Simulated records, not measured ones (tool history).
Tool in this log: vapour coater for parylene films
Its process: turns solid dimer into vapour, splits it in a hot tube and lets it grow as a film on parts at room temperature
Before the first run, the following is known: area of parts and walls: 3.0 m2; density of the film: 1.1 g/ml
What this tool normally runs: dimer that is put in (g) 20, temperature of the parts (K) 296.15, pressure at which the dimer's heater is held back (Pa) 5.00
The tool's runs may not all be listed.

run	hour	dimer that is put in (g)	temperature of the parts (K)	pressure at which the dimer's heater is held back (Pa)	thickness of the film (um)
1	0.0	20	296.15	5.00	4.29
2	13.8	20	296.15	5.00	4.24
3	40.6	20	296.15	5.00	4.17
4	64.5	20	296.15	5.00	4.20
5	97.9	20	296.15	5.00	4.27
6	120.1	20	296.15	5.00	4.29
7	135.3	20	304.15	5.00	3.21
8	158.2	20	296.15	5.00	4.22
9	181.7	20	296.15	3.09	4.54
10	201.9	20	296.15	3.09	4.51
11	231.9	20	296.15	3.09	4.66
12	258.1	20	296.15	5.00	4.21
13	285.5	25	296.15	5.00	5.29
14	308.6	25	296.15	5.00	5.31
15	325.7	25	296.15	5.00	5.29
16	341.1	25	296.15	5.00	5.31
17	359.8	25	296.15	5.00	5.27
18	389.5	20	296.15	5.00	4.21
19	407.7	20	296.15	5.00	4.23
20	431.4	20	300.15	5.00	3.69
21	449.6	15	292.15	7.06	3.45
22	470.6	15	292.15	7.06	3.46
23	490.9	31	292.15	2.04	8.63
24	520.8	31	302.15	11.31	4.68
25	542.3	20	289.15	2.35	5.86
26	573.9	20	289.15	2.35	5.90
27	591.5	15	289.15	2.15	4.44
28	619.1	15	289.15	7.55	3.78
29	640.5	15	289.15	7.55	3.73
30	672.9	20	296.15	2.70	4.66
31	708.8	28	296.15	5.77	5.85
32	735.8	14	296.15	5.77	2.89
33	768.4	20	288.15	5.00	5.54
34	796.3	10	302.15	5.00	1.74
35	819.9	18	296.15	5.00	3.80
36	840.3	32	292.15	9.06	7.08
37	859.1	28	296.15	3.93	6.17
38	882.0	28	296.15	3.93	6.25

Put back what was entered between runs (1 entry, withheld): which listed runs does each sit between, and how does the hidden state differ from the listed run before to the listed run after?
In the gap between runs 30 and 31: trap's valve overhauled (hour 704.2)
  vapour lost through the trap's worn valve, %: 0.3 -> 0

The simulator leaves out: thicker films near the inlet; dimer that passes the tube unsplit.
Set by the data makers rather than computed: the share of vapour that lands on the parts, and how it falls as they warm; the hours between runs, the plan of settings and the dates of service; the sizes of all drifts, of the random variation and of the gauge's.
